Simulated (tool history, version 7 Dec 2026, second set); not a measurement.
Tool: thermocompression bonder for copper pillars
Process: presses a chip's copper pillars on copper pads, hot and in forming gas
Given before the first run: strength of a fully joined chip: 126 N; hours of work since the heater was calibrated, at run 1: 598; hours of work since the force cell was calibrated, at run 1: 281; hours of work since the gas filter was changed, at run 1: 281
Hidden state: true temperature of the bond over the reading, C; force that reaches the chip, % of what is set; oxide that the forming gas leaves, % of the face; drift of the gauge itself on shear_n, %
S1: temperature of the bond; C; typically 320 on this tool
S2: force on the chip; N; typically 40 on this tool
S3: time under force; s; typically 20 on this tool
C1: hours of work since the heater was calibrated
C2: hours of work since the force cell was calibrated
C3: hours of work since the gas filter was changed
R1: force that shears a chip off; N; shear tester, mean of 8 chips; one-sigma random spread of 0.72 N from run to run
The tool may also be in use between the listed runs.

{"run": 1, "hour": 0.0, "S1": 320, "S2": 40, "S3": 20, "C1": 598, "C2": 281, "C3": 281, "R1": 51.1}
{"run": 2, "hour": 39.7, "S1": 320, "S2": 40, "S3": 20, "C1": 623, "C2": 305, "C3": 305, "R1": 49.4}
{"run": 3, "hour": 104.0, "S1": 320, "S2": 40, "S3": 20, "C1": 662, "C2": 344, "C3": 344, "R1": 50.4}
{"hour": 168.7, "done": "forming gas filter changed"}
{"run": 4, "hour": 174.2, "S1": 320, "S2": 40, "S3": 20, "C1": 705, "C2": 387, "C3": 3, "R1": 54.5}
{"run": 5, "hour": 231.7, "S1": 332, "S2": 40, "S3": 20, "C1": 740, "C2": 422, "C3": 39, "R1": 61.7}
{"run": 6, "hour": 296.2, "S1": 332, "S2": 40, "S3": 20, "C1": 780, "C2": 462, "C3": 78, "R1": 60.9}
{"run": 7, "hour": 373.6, "S1": 320, "S2": 35, "S3": 20, "C1": 827, "C2": 509, "C3": 126, "R1": 46.2}
{"run": 8, "hour": 414.1, "S1": 320, "S2": 35, "S3": 20, "C1": 852, "C2": 534, "C3": 150, "R1": 45.7}
{"run": 9, "hour": 504.1, "S1": 320, "S2": 51, "S3": 19, "C1": 907, "C2": 589, "C3": 206, "R1": 61.1}
{"run": 10, "hour": 576.9, "S1": 320, "S2": 51, "S3": 19, "C1": 952, "C2": 634, "C3": 250, "R1": 60.9}
{"run": 11, "hour": 661.3, "S1": 320, "S2": 51, "S3": 19, "C1": 1003, "C2": 686, "C3": 302, "R1": 60.4}
{"run": 12, "hour": 714.7, "S1": 339, "S2": 30, "S3": 25, "C1": 1036, "C2": 718, "C3": 335, "R1": 52.3}
{"hour": 797.8, "done": "forming gas filter changed"}
{"run": 13, "hour": 800.9, "S1": 339, "S2": 30, "S3": 25, "C1": 1089, "C2": 771, "C3": 2, "R1": 57.8}
{"run": 14, "hour": 891.0, "S1": 339, "S2": 30, "S3": 25, "C1": 1144, "C2": 826, "C3": 57, "R1": 58.4}
{"run": 15, "hour": 967.2, "S1": 320, "S2": 40, "S3": 60, "C1": 1190, "C2": 873, "C3": 104, "R1": 77.5}
{"run": 16, "hour": 1047.0, "S1": 320, "S2": 40, "S3": 22, "C1": 1239, "C2": 922, "C3": 153, "R1": 54.5}

Had the tool no unlogged condition, and each run kept its random variation, what would the results have been?
run=1 R1=52.8
run=2 R1=51.5
run=3 R1=53.0
run=4 R1=52.1
run=5 R1=59.8
run=6 R1=59.6
run=7 R1=45.4
run=8 R1=45.2
run=9 R1=61.9
run=10 R1=62.3
run=11 R1=62.7
run=12 R1=55.0
run=13 R1=55.0
run=14 R1=56.5
run=15 R1=76.1
run=16 R1=53.6

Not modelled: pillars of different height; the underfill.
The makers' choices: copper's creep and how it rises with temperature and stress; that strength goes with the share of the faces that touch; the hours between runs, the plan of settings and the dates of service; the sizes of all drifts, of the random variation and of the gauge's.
